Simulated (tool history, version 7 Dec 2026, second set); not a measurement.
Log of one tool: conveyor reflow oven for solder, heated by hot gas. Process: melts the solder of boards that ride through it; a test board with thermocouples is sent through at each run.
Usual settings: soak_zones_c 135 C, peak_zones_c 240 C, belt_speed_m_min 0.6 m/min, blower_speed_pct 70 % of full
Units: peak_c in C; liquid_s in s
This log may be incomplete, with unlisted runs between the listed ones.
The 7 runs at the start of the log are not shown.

| run | day | soak_zones_c | peak_zones_c | belt_speed_m_min | blower_speed_pct | peak_c | liquid_s |
|---|---|---|---|---|---|---|---|
| 8 | 4.754 | 135 | 240 | 0.6 | 70 | 224 | 64.9 |
| 9 | 5.458 | 135 | 240 | 0.6 | 70 | 223.5 | 63.8 |
|  | 5.808 | flux residue cleaned out of gas plates and filters |
| 10 | 6.596 | 135 | 240 | 0.6 | 70 | 225.5 | 66 |
| 11 | 7.379 | 124 | 240 | 0.6 | 70 | 224.2 | 61.6 |
| 12 | 7.788 | 135 | 240 | 0.6 | 70 | 225.6 | 65.5 |
| 13 | 8.488 | 135 | 240 | 0.6 | 70 | 225.4 | 65.7 |
| 14 | 9.067 | 135 | 240 | 0.6 | 70 | 225.7 | 66.4 |
| 15 | 9.508 | 135 | 240 | 0.6 | 70 | 225.6 | 66.3 |
| 16 | 10.221 | 126 | 248 | 0.575 | 63 | 231.3 | 70 |
| 17 | 11.167 | 142 | 243 | 0.482 | 78 | 235.2 | 92.7 |
| 18 | 11.933 | 138 | 232 | 0.588 | 82 | 220.3 | 66 |
| 19 | 12.833 | 138 | 232 | 0.588 | 82 | 220.4 | 65.8 |
| 20 | 13.65 | 135 | 240 | 0.508 | 70 | 230.2 | 82 |
| 21 | 14.196 | 135 | 253 | 0.508 | 71 | 242.5 | 88.7 |
| 22 | 15.062 | 135 | 239 | 0.516 | 65 | 227.3 | 78.6 |
| 23 | 15.875 | 135 | 240 | 0.697 | 60 | 217.3 | 51.1 |
| 24 | 16.417 | 135 | 240 | 0.668 | 56 | 217.7 | 53 |
|  | 17.233 | flux residue cleaned out of gas plates and filters |
| 25 | 17.329 | 135 | 240 | 0.668 | 56 | 219.1 | 54.3 |
| 26 | 17.883 | 135 | 240 | 0.668 | 56 | 218.8 | 55.2 |
| 27 | 18.612 | 131 | 240 | 0.6 | 60 | 223.2 | 62.4 |
| 28 | 19.275 | 131 | 238 | 0.544 | 55 | 223.7 | 71.1 |
| 29 | 20.125 | 135 | 252 | 0.532 | 50 | 235 | 81.7 |
| 30 | 20.992 | 125 | 255 | 0.538 | 64 | 241.1 | 79.4 |

Alternative continuations, all from the tool just after run 30; predict every row:
| A | 21.892 | 147 | 240 | 0.6 | 70 | ? | ? |
| B | 21.892 | 135 | 240 | 0.6 | 59 | ? | ? |
| C | 21.892 | 125 | 245 | 0.567 | 62 | ? | ? |

| run | peak_c | liquid_s |
|---|---|---|
| A | 227.1 | 72.1 |
| B | 223.7 | 65.3 |
| C | 229.4 | 68.3 |
What these runs would have given with no unlogged condition in the tool:
| run | peak_c | liquid_s |
|---|---|---|
| A | 226.5 | 70.5 |
| B | 223.1 | 63.7 |
| C | 228.9 | 66.8 |
